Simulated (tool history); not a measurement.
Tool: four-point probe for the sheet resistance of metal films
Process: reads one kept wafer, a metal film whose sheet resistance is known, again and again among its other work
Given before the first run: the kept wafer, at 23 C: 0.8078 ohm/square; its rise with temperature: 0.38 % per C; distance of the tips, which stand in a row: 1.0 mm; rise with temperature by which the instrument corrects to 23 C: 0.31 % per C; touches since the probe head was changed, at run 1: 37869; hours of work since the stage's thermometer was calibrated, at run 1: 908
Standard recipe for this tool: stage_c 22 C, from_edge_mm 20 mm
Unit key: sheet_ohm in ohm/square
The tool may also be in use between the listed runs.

run,hour,stage_c,from_edge_mm,touches since the probe head was changed,hours of work since the stage's thermometer was calibrated,sheet_ohm
1,0,22,20,37869,908,0.81233
2,99,22,24,40249,986,0.812091
3,187.3,22,24,42372,1057,0.812261
4,293.5,22,24,44926,1141,0.812381
5,409.7,22,34,47722,1234,0.812336
6,492.1,22,18,49702,1299,0.813096
7,539.6,22,18,50845,1337,0.813024
8,652.6,25,20,53562,1427,0.814885
9,751.2,25,20,55935,1506,0.81517
# hour 816.7: stage's thermometer calibrated
10,860.7,25,20,58554,35,0.816617
11,925.5,22,20,60114,87,0.815065
12,1000.1,22,24,61906,146,0.814884
13,1048.4,22,35,63068,184,0.814331
14,1155.2,22,35,65636,269,0.814701
15,1231.4,23,35,67469,330,0.814917
16,1305.8,23,35,69258,389,0.815175
17,1360.5,31,29,70573,433,0.82053
18,1445.9,24,66,72628,501,0.815865
19,1495.1,30,4,73811,540,0.845947
20,1560.8,21,35,75391,593,0.814291
21,1615.9,21,35,76717,636,0.814602
22,1684.9,25,4,78374,691,0.842893
23,1777.7,25,4,80606,765,0.843377
24,1867.1,25,61,82758,836,0.816984
# hour 1937.3: new probe head fitted
25,1948.1,20,61,259,900,0.803281

Alternative continuations, all from the tool just after run 25; predict every row:
A,2056.2,25,39,2860,986,?
B,2056.2,21,4,2860,986,?
C,2056.2,26,20,2860,986,?

run,sheet_ohm
A,0.806256
B,0.830276
C,0.80773
Without the tool's hidden state the same runs would have given:
run,sheet_ohm
A,0.808894
B,0.83301
C,0.810367
